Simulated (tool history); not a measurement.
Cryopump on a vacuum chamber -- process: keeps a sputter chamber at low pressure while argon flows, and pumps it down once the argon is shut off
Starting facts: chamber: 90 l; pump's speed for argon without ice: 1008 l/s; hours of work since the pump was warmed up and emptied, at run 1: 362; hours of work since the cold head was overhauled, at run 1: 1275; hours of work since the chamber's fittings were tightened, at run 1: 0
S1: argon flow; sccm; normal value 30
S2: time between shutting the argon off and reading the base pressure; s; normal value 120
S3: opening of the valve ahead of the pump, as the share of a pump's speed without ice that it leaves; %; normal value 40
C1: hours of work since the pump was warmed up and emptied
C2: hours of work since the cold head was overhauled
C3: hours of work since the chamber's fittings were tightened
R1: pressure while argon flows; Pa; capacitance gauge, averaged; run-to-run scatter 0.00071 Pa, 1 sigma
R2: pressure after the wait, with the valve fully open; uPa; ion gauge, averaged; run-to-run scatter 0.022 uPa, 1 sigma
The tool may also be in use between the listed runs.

run 1 hour=0 | S1=30 S2=120 S3=40 | C1=362 C2=1275 C3=0 | R1=0.1347 R2=0.75
run 2 hour=79.7 | S1=30 S2=120 S3=40 | C1=432 C2=1345 C3=70 | R1=0.1375 R2=0.85
run 3 hour=158.8 | S1=30 S2=120 S3=40 | C1=501 C2=1414 C3=139 | R1=0.1396 R2=0.99
run 4 hour=233.3 | S1=30 S2=120 S3=40 | C1=566 C2=1479 C3=204 | R1=0.141 R2=1.04
run 5 hour=321.8 | S1=30 S2=42 S3=40 | C1=643 C2=1556 C3=281 | R1=0.1449 R2=1.95
run 6 hour=394 | S1=32 S2=120 S3=40 | C1=706 C2=1620 C3=345 | R1=0.1562 R2=1.37
-- hour=496.9 pump warmed up, emptied and cooled again
run 7 hour=496.9 | S1=30 S2=143 S3=40 | C1=0 C2=1705 C3=430 | R1=0.1267 R2=1.12
run 8 hour=588.5 | S1=47 S2=143 S3=40 | C1=80 C2=1785 C3=510 | R1=0.2001 R2=1.31
run 9 hour=630.3 | S1=30 S2=59 S3=40 | C1=117 C2=1822 C3=547 | R1=0.1276 R2=1.74
run 10 hour=704.5 | S1=30 S2=59 S3=40 | C1=181 C2=1887 C3=612 | R1=0.1295 R2=1.84
run 11 hour=753.9 | S1=30 S2=59 S3=40 | C1=225 C2=1930 C3=655 | R1=0.1316 R2=1.99
run 12 hour=836.4 | S1=30 S2=59 S3=40 | C1=297 C2=2002 C3=727 | R1=0.1337 R2=2.12
run 13 hour=915 | S1=30 S2=59 S3=16 | C1=366 C2=2071 C3=796 | R1=0.3244 R2=2.24
run 14 hour=973 | S1=55 S2=245 S3=40 | C1=416 C2=2122 C3=847 | R1=0.2491 R2=1.81
run 15 hour=1046.6 | S1=55 S2=73 S3=27 | C1=481 C2=2186 C3=911 | R1=0.3629 R2=2.31
run 16 hour=1094.2 | S1=12 S2=25 S3=16 | C1=522 C2=2228 C3=953 | R1=0.1313 R2=3.51
run 17 hour=1170.3 | S1=20 S2=54 S3=36 | C1=589 C2=2294 C3=1019 | R1=0.1053 R2=2.76
run 18 hour=1250 | S1=20 S2=54 S3=36 | C1=659 C2=2364 C3=1089 | R1=0.107 R2=2.95
run 19 hour=1316 | S1=52 S2=65 S3=51 | C1=716 C2=2422 C3=1147 | R1=0.2066 R2=3.09
run 20 hour=1363.2 | S1=52 S2=61 S3=20 | C1=758 C2=2463 C3=1188 | R1=0.4773 R2=3.27
-- hour=1410.6 pump warmed up, emptied and cooled again
run 21 hour=1443.4 | S1=52 S2=61 S3=20 | C1=29 C2=2529 C3=1254 | R1=0.4363 R2=2.58
run 22 hour=1500.6 | S1=52 S2=61 S3=20 | C1=79 C2=2579 C3=1304 | R1=0.4372 R2=2.67
run 23 hour=1573.6 | S1=41 S2=90 S3=59 | C1=143 C2=2642 C3=1367 | R1=0.1219 R2=2.62
run 24 hour=1641.2 | S1=41 S2=90 S3=59 | C1=202 C2=2702 C3=1427 | R1=0.1243 R2=2.72

Alternative continuations, all from the tool just after run 24; predict every row:
run A hour=1724.4 | S1=41 S2=90 S3=19 | C1=275 C2=2774 C3=1499 | R1=? R2=?
run B hour=1724.4 | S1=30 S2=51 S3=40 | C1=275 C2=2774 C3=1499 | R1=? R2=?
run C hour=1724.4 | S1=53 S2=143 S3=18 | C1=275 C2=2774 C3=1499 | R1=? R2=?
run D hour=1724.4 | S1=38 S2=90 S3=59 | C1=275 C2=2774 C3=1499 | R1=? R2=?
run E hour=1724.4 | S1=53 S2=57 S3=27 | C1=275 C2=2774 C3=1499 | R1=? R2=?

run=A R1=0.3721 R2=2.87
run=B R1=0.1326 R2=3.24
run=C R1=0.5058 R2=2.72
run=D R1=0.1158 R2=2.83
run=E R1=0.3388 R2=3.1
What these runs would have given with no unlogged condition in the tool:
run=A R1=0.363 R2=0.76
run=B R1=0.126 R2=1.13
run=C R1=0.4941 R2=0.61
run=D R1=0.1074 R2=0.76
run=E R1=0.3271 R2=1.02

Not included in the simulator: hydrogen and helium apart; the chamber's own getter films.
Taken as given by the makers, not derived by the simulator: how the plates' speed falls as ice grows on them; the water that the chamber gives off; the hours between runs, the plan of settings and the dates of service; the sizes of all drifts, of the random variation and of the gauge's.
